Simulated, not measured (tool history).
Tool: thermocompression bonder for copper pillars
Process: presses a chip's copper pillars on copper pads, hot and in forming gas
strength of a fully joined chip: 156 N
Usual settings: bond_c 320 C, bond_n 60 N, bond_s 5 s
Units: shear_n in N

run	day	bond_c	bond_n	bond_s	shear_n
1	0	320	60	5	90.9
2	1.362	320	74	5	101
3	2.679	320	60	3	76.9
4	4.025	320	60	3	79
5	5.175	320	60	5	89.5
6	7.188	320	60	5	89.4
7	8.438	320	60	5	89.8
8	9.692	320	60	5	88.9
9	10.921	320	44	5	75.5
10	12.104	320	44	5	73.3
11	13.417	320	44	5	73
# day 14.567: forming gas filter changed
12	14.65	320	60	15	127.3
13	16	320	51	7	97.6
# day 16.517: force cell calibrated
14	17.454	306	52	5	73.5
15	18.658	307	60	5	82.6
16	19.592	310	72	5	94.2
17	21.608	295	60	4	66.6
18	23.038	292	60	3	58.2
19	24.938	346	43	4	84.5
20	26.833	346	43	4	85.5
21	27.683	346	43	4	86

Measured less the same run without the tool's hidden state. The same run-to-run variation is in both; the gauge's scatter may not be:
The hidden state here: true temperature of the bond over the reading, C; force that reaches the chip, % of what is set; oxide that the forming gas leaves, % of the face; drift of the gauge itself on shear_n, %.
run	shear_n
1	+0.6
2	+0
3	+0.5
4	+0.4
5	-0.3
6	-0.5
7	-0.7
8	-0.8
9	-0.3
10	-0.4
11	-0.6
12	+4.8
13	+5.4
14	+1.5
15	+1.4
16	+1.2
17	+1.2
18	+1.2
19	+0.3
20	+0.1
21	+0

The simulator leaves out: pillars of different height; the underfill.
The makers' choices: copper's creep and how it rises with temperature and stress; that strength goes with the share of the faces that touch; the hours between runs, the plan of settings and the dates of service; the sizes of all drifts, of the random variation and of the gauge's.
